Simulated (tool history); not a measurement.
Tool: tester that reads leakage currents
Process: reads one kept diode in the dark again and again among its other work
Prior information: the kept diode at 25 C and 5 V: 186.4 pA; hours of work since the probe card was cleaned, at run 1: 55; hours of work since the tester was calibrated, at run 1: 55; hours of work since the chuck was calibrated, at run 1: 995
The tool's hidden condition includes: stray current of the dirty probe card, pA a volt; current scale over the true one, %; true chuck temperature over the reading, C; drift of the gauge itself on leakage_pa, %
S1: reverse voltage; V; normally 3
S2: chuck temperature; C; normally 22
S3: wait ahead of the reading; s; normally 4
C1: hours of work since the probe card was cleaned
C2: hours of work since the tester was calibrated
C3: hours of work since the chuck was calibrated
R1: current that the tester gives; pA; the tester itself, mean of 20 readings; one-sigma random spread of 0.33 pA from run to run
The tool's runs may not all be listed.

run 1 day=0 | S1=3 S2=22 S3=4 | C1=55 C2=55 C3=995 | R1=115.37
run 2 day=4.304 | S1=3 S2=22 S3=7.65 | C1=127 C2=127 C3=1067 | R1=117.32
run 3 day=7.888 | S1=3 S2=22 S3=7.65 | C1=187 C2=187 C3=1127 | R1=116.45
run 4 day=12.417 | S1=3 S2=22 S3=7.65 | C1=262 C2=262 C3=1203 | R1=117.66
run 5 day=17.017 | S1=3 S2=24 S3=4 | C1=339 C2=339 C3=1280 | R1=143.41
run 6 day=22.683 | S1=3 S2=24 S3=4 | C1=434 C2=434 C3=1375 | R1=143.84
run 7 day=27.017 | S1=3 S2=24 S3=4 | C1=507 C2=507 C3=1448 | R1=145.3
run 8 day=30.438 | S1=3 S2=24 S3=4 | C1=564 C2=564 C3=1505 | R1=145.46
run 9 day=33.962 | S1=2.27 S2=22 S3=4 | C1=623 C2=623 C3=1564 | R1=104.99
-- day=36.579 chuck's temperature calibrated
run 10 day=38.933 | S1=3 S2=22 S3=4 | C1=705 C2=705 C3=39 | R1=110.44
run 11 day=43.462 | S1=3 S2=53 S3=4 | C1=781 C2=781 C3=115 | R1=1593.91
run 12 day=45.9 | S1=3 S2=53 S3=4 | C1=822 C2=822 C3=156 | R1=1590.22
run 13 day=48.558 | S1=3 S2=53 S3=4 | C1=866 C2=866 C3=201 | R1=1590.2
run 14 day=53.525 | S1=3 S2=53 S3=4 | C1=950 C2=950 C3=284 | R1=1603.86
run 15 day=58.333 | S1=3 S2=53 S3=4 | C1=1030 C2=1030 C3=364 | R1=1617.22
run 16 day=63.367 | S1=3 S2=22 S3=4 | C1=1114 C2=1114 C3=449 | R1=114.31
run 17 day=66.05 | S1=3 S2=22 S3=4 | C1=1159 C2=1159 C3=494 | R1=116.01
run 18 day=69.888 | S1=3 S2=22 S3=4 | C1=1224 C2=1224 C3=558 | R1=116.23
run 19 day=75.583 | S1=3 S2=33 S3=4 | C1=1319 C2=1319 C3=653 | R1=314.2
run 20 day=79.388 | S1=5.81 S2=22 S3=4 | C1=1383 C2=1383 C3=717 | R1=166.62
run 21 day=83.938 | S1=1.2 S2=58 S3=4 | C1=1459 C2=1459 C3=793 | R1=1519.48
run 22 day=86.888 | S1=1.2 S2=58 S3=4 | C1=1508 C2=1508 C3=843 | R1=1526.57
run 23 day=89.604 | S1=13.06 S2=35 S3=1.39 | C1=1554 C2=1554 C3=888 | R1=814.51
run 24 day=95.075 | S1=15.09 S2=43 S3=8.38 | C1=1645 C2=1645 C3=980 | R1=1706.8
run 25 day=98.862 | S1=3 S2=22 S3=0.62 | C1=1709 C2=1709 C3=1043 | R1=122.03
run 26 day=101.583 | S1=7.29 S2=23 S3=5.33 | C1=1754 C2=1754 C3=1089 | R1=213.8
-- day=102.071 probe card cleaned and baked
run 27 day=105.354 | S1=7.29 S2=58 S3=0.69 | C1=55 C2=1815 C3=1150 | R1=3900.78
run 28 day=107.979 | S1=7.29 S2=58 S3=0.69 | C1=99 C2=1859 C3=1194 | R1=3910.02
run 29 day=113.425 | S1=1.57 S2=22 S3=4 | C1=190 C2=1951 C3=1285 | R1=89.58
run 30 day=118.746 | S1=1.57 S2=22 S3=4 | C1=279 C2=2040 C3=1374 | R1=90.87
run 31 day=123.212 | S1=7.64 S2=22 S3=4 | C1=354 C2=2115 C3=1449 | R1=214.82
run 32 day=127.725 | S1=7.64 S2=22 S3=4 | C1=430 C2=2190 C3=1524 | R1=215.44
-- day=132.475 chuck's temperature calibrated
run 33 day=132.946 | S1=17.85 S2=59 S3=4.43 | C1=516 C2=2276 C3=8 | R1=6197.55
-- day=134.458 probe card cleaned and baked, once more
run 34 day=138.675 | S1=17.85 S2=59 S3=4.43 | C1=71 C2=2370 C3=102 | R1=6139.79
run 35 day=142.533 | S1=11.92 S2=48 S3=0.8 | C1=135 C2=2435 C3=166 | R1=2148.74
run 36 day=147.758 | S1=10.11 S2=58 S3=4 | C1=223 C2=2522 C3=254 | R1=4304.71
run 37 day=152.579 | S1=1.71 S2=20 S3=0.31 | C1=303 C2=2603 C3=335 | R1=68.91
run 38 day=155.925 | S1=1.71 S2=20 S3=0.31 | C1=360 C2=2659 C3=391 | R1=69.6
run 39 day=161.462 | S1=8.46 S2=22 S3=9.15 | C1=452 C2=2752 C3=483 | R1=190.96

Alternative continuations, all from the tool just after run 39; predict every row:
run A day=164.421 | S1=8.46 S2=22 S3=7.85 | C1=502 C2=2801 C3=533 | R1=?
run B day=164.421 | S1=2.18 S2=22 S3=1.56 | C1=502 C2=2801 C3=533 | R1=?
run C day=164.421 | S1=3 S2=28 S3=4 | C1=502 C2=2801 C3=533 | R1=?
run D day=164.421 | S1=1.59 S2=27 S3=3.92 | C1=502 C2=2801 C3=533 | R1=?
run E day=164.421 | S1=8.46 S2=32 S3=9.15 | C1=502 C2=2801 C3=533 | R1=?

run=A R1=191.52
run=B R1=95.41
run=C R1=195.57
run=D R1=129.29
run=E R1=474.56
Without the tool's unlogged condition, the same runs would have read:
run=A R1=183.76
run=B R1=92.37
run=C R1=190.08
run=D R1=125.8
run=E R1=461.01

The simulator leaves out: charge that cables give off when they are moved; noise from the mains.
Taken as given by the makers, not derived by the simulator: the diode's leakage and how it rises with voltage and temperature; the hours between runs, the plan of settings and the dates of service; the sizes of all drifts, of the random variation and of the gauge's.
